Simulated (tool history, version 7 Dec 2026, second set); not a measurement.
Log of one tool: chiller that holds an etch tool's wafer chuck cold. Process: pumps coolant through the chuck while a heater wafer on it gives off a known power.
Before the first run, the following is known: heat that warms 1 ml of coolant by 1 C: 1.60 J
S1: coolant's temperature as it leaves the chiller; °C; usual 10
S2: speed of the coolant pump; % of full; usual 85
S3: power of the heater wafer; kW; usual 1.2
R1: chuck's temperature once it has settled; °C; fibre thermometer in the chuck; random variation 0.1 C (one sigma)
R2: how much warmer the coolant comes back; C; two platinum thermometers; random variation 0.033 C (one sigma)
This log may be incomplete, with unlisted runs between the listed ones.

run,hour,S1,S2,S3,R1,R2
1,0,10,85,1.2,19.6,4.24
2,88.7,10,85,1.2,19.6,4.27
3,193,10,85,1.2,19.7,4.27
4,346.7,10,71,1.2,20.6,5.1
5,471.1,10,75,1.2,20.2,4.86
6,548.8,10,75,1.2,20.5,4.88
7,712,10,85,0.769,16.1,2.77
8,890.5,10,85,0.769,16.3,2.85
9,1055.2,10,85,0.769,16.3,2.86
10,1199.4,10,85,0.769,16.2,2.86
11,1284.7,10,85,0.748,16.1,2.85
12,1381.4,10,85,1.2,19.6,4.43
13,1551.5,10,85,1.2,19.6,4.5
14,1635.1,10,85,1.2,19.7,4.45
15,1732.6,10,85,1.2,19.6,4.45
16,1837.3,18,85,1.2,27.5,4.48
17,1990.3,10,93,1.2,19.1,4.15
18,2084.3,19,67,0.912,27.5,4.38
19,2193.4,17,98,1.2,25.9,3.99
20,2316.2,13,85,1.2,22.7,4.58
21,2456.4,18,73,0.715,24.1,3.3
22,2536.4,3,73,0.846,10.3,3.8
23,2642.4,5,85,1.27,15,4.83
24,2755,10,78,0.685,15.8,3.01
25,2834.8,10,78,0.685,15.7,2.96
26,2940.5,4,86,0.685,9.4,2.8
27,3020.1,0,63,0.685,6.7,3.71
28,3169.1,4,79,1.593,17.2,6.47
29,3313.9,4,79,1.593,17.4,6.09
30,3440.3,15,82,1.292,25.6,4.72
31,3556.2,4,96,1.2,12.9,3.86

Not shown here: 4 entries made in the log between runs. Locate each between two listed runs and compare the hidden state at the listed run before it with the hidden state at the listed run after it:
In the gap between runs 1 and 2: chiller's thermometer calibrated (hour 38.6)
  coolant's true temperature over the reading, C: 0.01 -> 0; drift of the gauge itself on warmer_back_c, C: 0 -> 0.01
  measured minus no-state result, R2: +0 -> +0.01 C
In the gap between runs 10 and 11: coolant changed, channels flushed (hour 1279.9)
  heat passed by the chuck's channels, % of clean ones': 99.8 -> 100; flow at a given pump speed, % of a new pump's: 100 -> 99.9; drift of the gauge itself on warmer_back_c, C: 0.16 -> 0.17
  measured minus no-state result, R2: +0.16 -> +0.17 C
In the gap between runs 21 and 22: chiller's thermometer calibrated (hour 2487.4)
  heat passed by the chuck's channels, % of clean ones': 100 -> 99.9; drift of the gauge itself on warmer_back_c, C: 0.33 -> 0.34
  measured minus no-state result, R2: +0.34 -> +0.35 C
In the gap between runs 28 and 29: gauge calibrated (hour 3176.9)
  drift of the gauge itself on warmer_back_c, C: 0.43 -> 0.02
  measured minus no-state result, R2: +0.43 -> +0.03 C

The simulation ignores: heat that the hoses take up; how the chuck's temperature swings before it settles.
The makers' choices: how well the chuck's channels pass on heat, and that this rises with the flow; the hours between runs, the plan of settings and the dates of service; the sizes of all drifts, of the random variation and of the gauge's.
